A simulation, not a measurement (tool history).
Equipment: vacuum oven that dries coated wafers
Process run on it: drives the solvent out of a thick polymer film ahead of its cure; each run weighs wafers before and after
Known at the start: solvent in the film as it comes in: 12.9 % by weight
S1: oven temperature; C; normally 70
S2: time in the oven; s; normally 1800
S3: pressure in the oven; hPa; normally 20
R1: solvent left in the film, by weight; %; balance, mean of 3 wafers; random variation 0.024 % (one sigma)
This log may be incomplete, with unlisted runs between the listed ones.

{"run": 1, "day": 0.0, "S1": 70, "S2": 1800, "S3": 20, "R1": 3.3}
{"run": 2, "day": 1.067, "S1": 70, "S2": 1800, "S3": 20, "R1": 3.34}
{"run": 3, "day": 1.812, "S1": 70, "S2": 1800, "S3": 20, "R1": 3.35}
{"run": 4, "day": 2.742, "S1": 70, "S2": 1800, "S3": 20, "R1": 3.31}
{"run": 5, "day": 4.092, "S1": 70, "S2": 1800, "S3": 27.6, "R1": 3.65}
{"run": 6, "day": 5.442, "S1": 70, "S2": 1800, "S3": 27.6, "R1": 3.63}
{"run": 7, "day": 6.875, "S1": 70, "S2": 1800, "S3": 27.6, "R1": 3.62}
{"run": 8, "day": 8.054, "S1": 70, "S2": 1800, "S3": 20, "R1": 3.28}
{"run": 9, "day": 9.375, "S1": 70, "S2": 1800, "S3": 20, "R1": 3.29}
{"run": 10, "day": 10.275, "S1": 70, "S2": 1800, "S3": 29.5, "R1": 3.64}
{"run": 11, "day": 10.996, "S1": 70, "S2": 1800, "S3": 29.5, "R1": 3.71}
{"run": 12, "day": 12.667, "S1": 70, "S2": 1800, "S3": 20, "R1": 3.29}
{"run": 13, "day": 13.646, "S1": 70, "S2": 1860, "S3": 20, "R1": 3.15}
{"run": 14, "day": 15.158, "S1": 70, "S2": 1860, "S3": 20, "R1": 3.16}
{"run": 15, "day": 15.942, "S1": 70, "S2": 1800, "S3": 26.9, "R1": 3.63}
{"run": 16, "day": 17.446, "S1": 56, "S2": 1800, "S3": 26.9, "R1": 7.92}
{"run": 17, "day": 18.204, "S1": 56, "S2": 1800, "S3": 26.9, "R1": 7.95}
{"run": 18, "day": 19.071, "S1": 66, "S2": 1800, "S3": 20, "R1": 4.56}
{"run": 19, "day": 20.171, "S1": 69, "S2": 1800, "S3": 20, "R1": 3.53}
{"run": 20, "day": 21.146, "S1": 69, "S2": 1800, "S3": 20, "R1": 3.55}
{"run": 21, "day": 22.0, "S1": 69, "S2": 1800, "S3": 20, "R1": 3.56}
{"run": 22, "day": 23.454, "S1": 70, "S2": 1800, "S3": 20, "R1": 3.23}
{"run": 23, "day": 25.188, "S1": 70, "S2": 1800, "S3": 20, "R1": 3.29}
{"run": 24, "day": 26.654, "S1": 70, "S2": 1800, "S3": 10.4, "R1": 2.86}
{"run": 25, "day": 27.758, "S1": 70, "S2": 1800, "S3": 10.4, "R1": 2.82}
{"run": 26, "day": 29.354, "S1": 64, "S2": 1200, "S3": 58.7, "R1": 7.91}
{"run": 27, "day": 30.75, "S1": 64, "S2": 1920, "S3": 58.7, "R1": 6.71}
{"run": 28, "day": 32.288, "S1": 64, "S2": 1920, "S3": 14.8, "R1": 4.67}
{"run": 29, "day": 33.846, "S1": 64, "S2": 2700, "S3": 14.8, "R1": 3.51}
{"run": 30, "day": 34.596, "S1": 57, "S2": 2400, "S3": 64.4, "R1": 8.91}
{"run": 31, "day": 36.012, "S1": 68, "S2": 2700, "S3": 11.3, "R1": 2.24}
{"run": 32, "day": 37.317, "S1": 68, "S2": 2700, "S3": 11.3, "R1": 2.2}
{"run": 33, "day": 39.038, "S1": 68, "S2": 2700, "S3": 11.3, "R1": 2.23}
{"day": 39.417, "done": "vacuum gauge cleaned of residue and calibrated"}
{"run": 34, "day": 40.017, "S1": 68, "S2": 2700, "S3": 11.3, "R1": 1.98}
{"run": 35, "day": 41.354, "S1": 68, "S2": 2700, "S3": 11.3, "R1": 2.02}
{"run": 36, "day": 42.271, "S1": 68, "S2": 2700, "S3": 11.3, "R1": 2}
{"run": 37, "day": 43.112, "S1": 68, "S2": 2700, "S3": 11.3, "R1": 1.98}
{"run": 38, "day": 44.388, "S1": 61, "S2": 1800, "S3": 26, "R1": 6.15}
{"run": 39, "day": 46.062, "S1": 61, "S2": 1800, "S3": 26, "R1": 6.16}
{"run": 40, "day": 47.762, "S1": 80, "S2": 1800, "S3": 20, "R1": 1.04}
{"run": 41, "day": 48.783, "S1": 80, "S2": 1800, "S3": 20, "R1": 1.03}
{"run": 42, "day": 50.275, "S1": 70, "S2": 2340, "S3": 79.1, "R1": 4.97}
{"run": 43, "day": 51.704, "S1": 70, "S2": 2340, "S3": 79.1, "R1": 4.95}
{"run": 44, "day": 52.862, "S1": 60, "S2": 2700, "S3": 66.2, "R1": 7.38}
{"run": 45, "day": 54.004, "S1": 60, "S2": 2700, "S3": 66.2, "R1": 7.42}
{"run": 46, "day": 55.604, "S1": 60, "S2": 2700, "S3": 66.2, "R1": 7.41}
{"run": 47, "day": 56.45, "S1": 60, "S2": 2700, "S3": 66.2, "R1": 7.41}

Alternative continuations, all from the tool just after run 47; predict every row:
{"run": "A", "day": 57.679, "S1": 60, "S2": 960, "S3": 29.3, "R1": "?"}
{"run": "B", "day": 57.679, "S1": 68, "S2": 1800, "S3": 76.8, "R1": "?"}
{"run": "C", "day": 57.679, "S1": 78, "S2": 1800, "S3": 20, "R1": "?"}

run=A R1=8.2
run=B R1=6.13
run=C R1=1.26
With the hidden condition removed and each run's random variation left untouched, the same runs would have given:
run=A R1=8.43
run=B R1=6.47
run=C R1=1.39
